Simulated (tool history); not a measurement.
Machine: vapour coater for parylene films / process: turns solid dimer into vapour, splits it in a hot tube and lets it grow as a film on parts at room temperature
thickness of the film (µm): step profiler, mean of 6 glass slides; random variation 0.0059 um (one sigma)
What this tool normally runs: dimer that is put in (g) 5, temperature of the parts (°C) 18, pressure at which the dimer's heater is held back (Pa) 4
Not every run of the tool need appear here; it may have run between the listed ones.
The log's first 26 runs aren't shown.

| run | hour | dimer that is put in (g) | temperature of the parts (°C) | pressure at which the dimer's heater is held back (Pa) | thickness of the film (µm) |
|---|---|---|---|---|---|
| 27 | 497.7 | 3 | 21 | 2.86 | 0.695 |
| 28 | 514.1 | 3 | 21 | 2.86 | 0.694 |
| 29 | 539.8 | 3 | 21 | 2.86 | 0.683 |
| 30 | 556.9 | 3 | 22 | 6.74 | 0.545 |
| 31 | 574.4 | 3 | 22 | 6.74 | 0.55 |
| 32 | 599.7 | 4 | 29 | 7.62 | 0.57 |
| 33 | 624.4 | 4 | 29 | 7.62 | 0.584 |
| 34 | 641 | 8 | 13 | 4 | 2.022 |
|  | 654.5 | trap's valve overhauled |
| 35 | 669.8 | 4 | 18 | 2.04 | 1.126 |
| 36 | 695.5 | 4 | 18 | 2.04 | 1.123 |
| 37 | 712.7 | 4 | 20 | 3.37 | 0.948 |
| 38 | 733.7 | 4 | 20 | 3.37 | 0.951 |
| 39 | 756.4 | 6 | 26 | 5.44 | 1.066 |
| 40 | 782 | 6 | 26 | 5.44 | 1.054 |
| 41 | 796.8 | 7 | 10 | 2.47 | 2.259 |
| 42 | 808.3 | 7 | 10 | 2.47 | 2.255 |

Forecast each of these 5 alternatives for the next run:
| A | 823.6 | 5 | 18 | 8.79 | ? |
| B | 823.6 | 2 | 25 | 6.29 | ? |
| C | 823.6 | 5 | 17 | 3.42 | ? |
| D | 823.6 | 7 | 10 | 4.3 | ? |
| E | 823.6 | 3 | 17 | 4 | ? |

| run | thickness of the film (µm) |
|---|---|
| A | 0.97 |
| B | 0.355 |
| C | 1.239 |
| D | 1.972 |
| E | 0.716 |
The same runs, with their run-to-run variation unchanged, on a tool lacking any hidden condition would have given:
| run | thickness of the film (µm) |
|---|---|
| A | 1.008 |
| B | 0.369 |
| C | 1.289 |
| D | 2.051 |
| E | 0.744 |

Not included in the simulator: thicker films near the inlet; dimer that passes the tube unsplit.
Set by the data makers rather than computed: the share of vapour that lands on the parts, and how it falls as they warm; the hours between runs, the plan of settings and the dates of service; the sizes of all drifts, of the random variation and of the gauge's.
